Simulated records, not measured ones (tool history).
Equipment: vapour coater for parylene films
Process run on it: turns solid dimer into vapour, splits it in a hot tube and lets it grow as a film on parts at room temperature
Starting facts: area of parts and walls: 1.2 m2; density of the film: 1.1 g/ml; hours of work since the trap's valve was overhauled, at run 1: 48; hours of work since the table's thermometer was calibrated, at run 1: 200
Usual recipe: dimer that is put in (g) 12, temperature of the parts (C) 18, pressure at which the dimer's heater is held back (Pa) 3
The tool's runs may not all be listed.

| run | hour | dimer that is put in (g) | temperature of the parts (C) | pressure at which the dimer's heater is held back (Pa) | hours of work since the trap's valve was overhauled | hours of work since the table's thermometer was calibrated | thickness of the film (nm) |
|---|---|---|---|---|---|---|---|
| 1 | 0 | 12 | 18 | 3 | 48 | 200 | 5030 |
| 2 | 15.3 | 7 | 18 | 3 | 57 | 209 | 2930 |
| 3 | 26.2 | 12 | 18 | 3 | 63 | 215 | 5030 |
| 4 | 33.8 | 12 | 18 | 3 | 68 | 220 | 4990 |
| 5 | 40.8 | 12 | 18 | 3 | 72 | 224 | 5020 |
| 6 | 53.6 | 12 | 18 | 3 | 80 | 232 | 4970 |
| 7 | 66.2 | 12 | 18 | 3 | 87 | 239 | 4980 |
| 8 | 79.7 | 12 | 18 | 3 | 96 | 247 | 5030 |
| 9 | 93.4 | 8 | 18 | 3 | 104 | 256 | 3350 |
| 10 | 107.4 | 12 | 11 | 3.32 | 112 | 264 | 6500 |
| 11 | 118.6 | 11 | 18 | 2.45 | 119 | 271 | 4610 |
| 12 | 129.6 | 11 | 18 | 2.45 | 125 | 277 | 4640 |
| 13 | 142.9 | 11 | 13 | 2.28 | 133 | 285 | 5680 |
| 14 | 151.9 | 11 | 13 | 2.28 | 139 | 291 | 5660 |
| 15 | 162.2 | 12 | 21 | 2.19 | 145 | 297 | 4530 |
| 16 | 174.6 | 13 | 23 | 11 | 152 | 304 | 3930 |

3 options for the next run, each taken on its own from the tool as it stands now. Forecast them:
| A | 188.1 | 11 | 23 | 11 | 160 | 312 | ? |
| B | 188.1 | 13 | 23 | 3.64 | 160 | 312 | ? |
| C | 188.1 | 18 | 23 | 2.66 | 160 | 312 | ? |

| run | thickness of the film (nm) |
|---|---|
| A | 3340 |
| B | 4340 |
| C | 6120 |
Take away the tool's hidden state, keep each run's random variation, and the runs would have read:
| run | thickness of the film (nm) |
|---|---|
| A | 3450 |
| B | 4480 |
| C | 6320 |

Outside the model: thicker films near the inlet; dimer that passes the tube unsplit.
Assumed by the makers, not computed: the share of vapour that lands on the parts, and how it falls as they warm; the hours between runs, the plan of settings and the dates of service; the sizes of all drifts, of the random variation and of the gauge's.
